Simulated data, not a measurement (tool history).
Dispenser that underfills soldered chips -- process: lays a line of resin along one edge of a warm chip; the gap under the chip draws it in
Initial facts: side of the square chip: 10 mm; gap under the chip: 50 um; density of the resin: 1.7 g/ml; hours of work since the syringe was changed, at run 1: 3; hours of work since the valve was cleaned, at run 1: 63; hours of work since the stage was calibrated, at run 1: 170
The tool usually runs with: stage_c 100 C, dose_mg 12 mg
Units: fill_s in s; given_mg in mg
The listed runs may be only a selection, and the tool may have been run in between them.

run  hour  stage_c  dose_mg  hours of work since the syringe was changed  hours of work since the valve was cleaned  hours of work since the stage was calibrated  fill_s  given_mg
  1     0      100       12                                            3                                         63                                           170    67.6     11.33
  2   6.7       86       12                                            9                                         68                                           175   124.9     11.27
  3   9.9      100       12                                           11                                         71                                           178      96     11.35
     11.6  -- new syringe of resin
  4    15       87       12                                            3                                         74                                           181    92.4     11.34
  5    19      100     11.8                                            6                                         77                                           185    75.6     11.02
  6  24.1      100     11.8                                           10                                         81                                           189    93.3     10.98
     27.7  -- new syringe of resin
  7  28.6      100     11.8                                            1                                         84                                           192    60.1     10.96
  8  33.7      100     11.8                                            5                                         88                                           196    70.5     10.95
  9  37.7       92       12                                            8                                         91                                           199   100.5     11.09
       44  -- new syringe of resin
 10  44.2       92       12                                            0                                         96                                           203    72.5     11.05
 11    47      113     11.7                                            2                                         98                                           206    47.8     10.74
 12    50      113     11.7                                            5                                        101                                           208    52.7      10.8
 13  55.3      113     11.7                                            9                                        105                                           212    64.8     10.72
 14    59       92     14.7                                           11                                        107                                           215   118.9     13.39
     60.1  -- new syringe of resin
 15  62.1      103     10.3                                            2                                        110                                           217    62.6      9.32
 16  67.7      103     10.8                                            6                                        114                                           221      75      9.82
 17  71.2       89     12.6                                            8                                        117                                           224   115.4     11.44
 18  74.4       89     12.6                                           11                                        119                                           226   131.6     11.33
     76.5  -- new syringe of resin
 19  78.7      106     11.7                                            2                                        122                                           229    55.4      10.5
 20  84.6      106     11.7                                            6                                        127                                           234    68.4     10.45

Pick out some run-to-run changes in fill_s. Of each, how much would a tool without hidden state show as well, from the settings, what came in and chance, and how much is left for the hidden state and any gauge scatter not in both results compared?
The tool's hidden condition here consists of: resin's viscosity, % of fresh resin's; dose that the valve gives, % of what is set; true chip temperature over the reading, C; drift of the gauge itself on fill_s, %; drift of the gauge itself on given_mg, %.
Run 1 -> 2: stage_c 100 -> 86. fill_s +57.3 s: hidden state +32.1, all else +25.2.
Run 14 -> 15: stage_c 92 -> 103, dose_mg 14.7 -> 10.3, new syringe of resin. fill_s -56.3 s: hidden state -43.3, all else -13.
Run 18 -> 19: stage_c 89 -> 106, dose_mg 12.6 -> 11.7, new syringe of resin. fill_s -76.2 s: hidden state -49.8, all else -26.4.
